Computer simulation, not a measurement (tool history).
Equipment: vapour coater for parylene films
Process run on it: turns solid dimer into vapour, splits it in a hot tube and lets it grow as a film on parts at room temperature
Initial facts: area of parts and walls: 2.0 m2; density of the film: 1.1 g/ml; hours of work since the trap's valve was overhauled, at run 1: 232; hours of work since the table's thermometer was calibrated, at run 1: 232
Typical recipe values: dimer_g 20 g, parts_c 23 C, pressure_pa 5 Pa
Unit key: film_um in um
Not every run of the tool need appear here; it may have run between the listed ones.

run   hour  dimer_g  parts_c  pressure_pa  hours of work since the trap's valve was overhauled  hours of work since the table's thermometer was calibrated  film_um
  1      0       20       23            5                                                  232                                                         232     5.47
  2   15.6       20       23            5                                                  243                                                         243     5.48
  3   37.2       20       23            5                                                  258                                                         258     5.34
  4   57.1       21       23            5                                                  273                                                         273     5.68
  5     71        8       23            5                                                  282                                                         282     2.17
  6   86.5       21       23            5                                                  294                                                         294     5.66
  7  101.6       20       21            5                                                  304                                                         304     5.77
  8  115.9       20       21            5                                                  315                                                         315     5.94
  9  138.2       20       21            5                                                  331                                                         331     5.83
 10  151.1       20       21            5                                                  340                                                         340     5.86
 11  173.2       20       21            5                                                  356                                                         356     5.79
 12  188.7       20       23            5                                                  367                                                         367     5.27
 13  207.6       20       23         2.86                                                  380                                                         380     5.51
     221.7  -- trap's valve overhauled
 14  228.2       20       23         5.19                                                    5                                                         392     5.88
 15  252.8       20       23         5.19                                                   22                                                         410     5.79
 16  272.9       20       23         5.19                                                   37                                                         424     5.77
 17  288.8       20       23         5.19                                                   48                                                         436     5.74
 18  304.5       20       23         5.19                                                   59                                                         447     5.84
 19  325.5       20       22         5.19                                                   74                                                         462     5.99
 20    347       20       22         5.19                                                   90                                                         477      6.1
 21  370.6       10       23            5                                                  107                                                         494     2.91
 22  390.3       10       23            5                                                  121                                                         508     2.88
 23  416.2       10       23            5                                                  139                                                         527     2.84
 24    434        9       27         2.24                                                  152                                                         540     2.35
 25  456.4        9       27         2.24                                                  168                                                         556     2.41
 26  472.1       10       20        10.36                                                  179                                                         567     2.96
 27    487       10       20        10.36                                                  190                                                         577     2.88
 28  512.7       10       27         3.61                                                  208                                                         596     2.47
 29  538.4       20       23         2.17                                                  227                                                         614     6.27
 30  557.1       11       26         9.48                                                  240                                                         628     2.46
 31  578.8       20       20         2.06                                                  256                                                         643     7.02
 32  594.7       11       34         7.91                                                  267                                                         655     1.72
 33  608.6       11       34         9.47                                                  277                                                         665     1.66
 34  634.3       10       30         3.22                                                  295                                                         683      2.1
 35  650.7       14       30         6.73                                                  307                                                         695     2.67
 36  665.1       14       30         6.73                                                  317                                                         705     2.62
 37  686.1       14       30         6.73                                                  333                                                         720      2.6

Run 38 is up next; what results do you expect?
 38  705.8       14       30         6.73                                                  347                                                         734        ?

Run 38 came out at film_um 2.62 um.
On a tool with no hidden condition, and with the same random variation, this run would have come out at film_um 2.89 um.

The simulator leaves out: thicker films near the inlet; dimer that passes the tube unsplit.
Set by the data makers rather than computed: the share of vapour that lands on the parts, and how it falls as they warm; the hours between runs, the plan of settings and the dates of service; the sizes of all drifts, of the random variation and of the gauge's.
